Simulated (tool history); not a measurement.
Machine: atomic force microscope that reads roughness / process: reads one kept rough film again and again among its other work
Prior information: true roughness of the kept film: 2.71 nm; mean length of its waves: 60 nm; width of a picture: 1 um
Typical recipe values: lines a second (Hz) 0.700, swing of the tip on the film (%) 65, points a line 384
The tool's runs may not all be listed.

run	hour	lines a second (Hz)	swing of the tip on the film (%)	points a line	roughness of the kept film (nm (root mean square))
1	0.0	0.700	65	384	2.617
2	14.7	0.700	65	384	2.610
3	30.8	2.405	65	384	2.517
4	40.9	0.700	56	384	2.643
5	51.4	3.755	65	384	2.448
6	62.2	1.454	65	384	2.578
# hour 65.5: new tip fitted
7	75.3	1.454	65	271	2.591
8	83.2	1.711	65	271	2.577
9	92.1	0.733	65	384	2.611
10	102.9	0.733	65	384	2.609
11	115.1	0.733	65	384	2.602
12	129.1	0.733	65	384	2.614
13	140.5	0.733	65	384	2.606
14	152.6	0.733	65	384	2.612
15	171.2	0.672	89	384	2.513
16	182.7	2.146	56	867	2.597
17	197.9	2.577	56	481	2.583
18	207.6	0.630	90	341	2.536

Expected results for the next run?
19	223.8	0.952	57	806	?

Run 19 came out at roughness of the kept film (nm (root mean square)) 2.631.
On a tool with no hidden condition, and with the same random variation, this run would have come out at roughness of the kept film (nm (root mean square)) 2.636.
